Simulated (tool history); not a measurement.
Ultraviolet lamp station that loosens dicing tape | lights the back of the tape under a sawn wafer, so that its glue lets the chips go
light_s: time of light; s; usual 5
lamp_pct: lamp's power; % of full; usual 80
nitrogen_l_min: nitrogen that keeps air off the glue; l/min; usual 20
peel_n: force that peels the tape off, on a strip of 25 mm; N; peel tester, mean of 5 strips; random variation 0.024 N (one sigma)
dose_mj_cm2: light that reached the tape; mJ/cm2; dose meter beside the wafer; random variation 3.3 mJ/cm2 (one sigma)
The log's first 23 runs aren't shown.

| run | hour | light_s | lamp_pct | nitrogen_l_min | peel_n | dose_mj_cm2 |
|---|---|---|---|---|---|---|
| 24 | 334.8 | 8 | 86 | 6 | 1.577 | 750 |
| 25 | 347.5 | 5 | 96 | 8 | 2.455 | 524 |
|  | 357.9 | window cleaned of glue's vapour |
| 26 | 358.9 | 5 | 96 | 8 | 2.099 | 557 |
| 27 | 368.0 | 2 | 86 | 12 | 5.730 | 199 |
| 28 | 376.9 | 3 | 61 | 12 | 5.390 | 210 |
| 29 | 394.1 | 5 | 80 | 9 | 2.635 | 463 |
| 30 | 412.7 | 5 | 80 | 9 | 2.630 | 461 |
| 31 | 424.3 | 4 | 87 | 11 | 2.871 | 393 |
| 32 | 432.9 | 10 | 80 | 20 | 0.284 | 913 |

5 ways to go on from here, each from the tool as it stands after run 32. What would each give?
| A | 452.3 | 6 | 85 | 35 | ? | ? |
| B | 452.3 | 5 | 82 | 20 | ? | ? |
| C | 452.3 | 3 | 92 | 9 | ? | ? |
| D | 452.3 | 5 | 80 | 39 | ? | ? |
| E | 452.3 | 10 | 66 | 20 | ? | ? |

| run | peel_n | dose_mj_cm2 |
|---|---|---|
| A | 0.554 | 571 |
| B | 1.443 | 456 |
| C | 4.179 | 314 |
| D | 0.918 | 455 |
| E | 0.481 | 741 |
Without the tool's hidden state the same runs would have given:
| run | peel_n | dose_mj_cm2 |
|---|---|---|
| A | 0.389 | 654 |
| B | 1.085 | 523 |
| C | 3.613 | 359 |
| D | 0.657 | 521 |
| E | 0.337 | 849 |

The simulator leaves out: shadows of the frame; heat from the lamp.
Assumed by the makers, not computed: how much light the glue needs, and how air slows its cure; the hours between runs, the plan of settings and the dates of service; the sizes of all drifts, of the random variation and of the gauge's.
